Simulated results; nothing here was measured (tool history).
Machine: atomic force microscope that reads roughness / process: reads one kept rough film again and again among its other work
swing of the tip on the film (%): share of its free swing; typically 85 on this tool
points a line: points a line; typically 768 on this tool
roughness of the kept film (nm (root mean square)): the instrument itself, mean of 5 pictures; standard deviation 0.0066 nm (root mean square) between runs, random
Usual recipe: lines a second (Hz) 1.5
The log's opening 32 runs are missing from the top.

run     day  lines a second (Hz)  swing of the tip on the film (%)  points a line  roughness of the kept film (nm (root mean square))
 33  20.471                 1.68                                85            814                                               1.303
 34  20.888                  0.9                                85            420                                               1.371
 35  21.558                 0.82                                60            641                                               1.469
 36  22.417                 3.28                                55            526                                               1.429
     23.117  -- new tip fitted
 37  23.267                 3.28                                55            526                                               1.427
 38  23.733                 0.79                                55            526                                               1.484
 39  24.612                 0.53                                74            283                                               1.434
 40  25.488                 0.53                                74            283                                                1.44
 41  26.383                 0.53                                74            283                                               1.433
 42  26.792                 0.53                                74            283                                               1.439
 43  27.575                 1.16                                59            768                                               1.472
 44  28.033                 1.16                                59            768                                               1.476
 45  28.879                 1.16                                59            768                                               1.468
 46  29.783                 1.45                                59            530                                                1.46
 47  30.304                 1.45                                59            530                                                1.46
 48  30.729                 1.45                                59            530                                                1.47
     31.492  -- new tip fitted
 49  31.642                 1.45                                72            638                                               1.404
 50  32.321                 0.77                                85            482                                               1.399
 51  33.008                 0.77                                85            411                                               1.396
 52  33.767                 0.57                                85            280                                               1.404

Predict each of these 4 candidate next runs independently; none follows another, all start after run 52:
  A  34.575                 0.57                                87            425                                                   ?
  B  34.575                  1.5                                83            655                                                   ?
  C  34.575                 2.76                                85            377                                                   ?
  D  34.575                 0.53                                85            280                                                   ?

run  roughness of the kept film (nm (root mean square))
  A                                               1.415
  B                                               1.323
  C                                               1.175
  D                                               1.411
What these runs would have given with no unlogged condition in the tool:
run  roughness of the kept film (nm (root mean square))
  A                                               1.416
  B                                               1.324
  C                                               1.175
  D                                               1.412
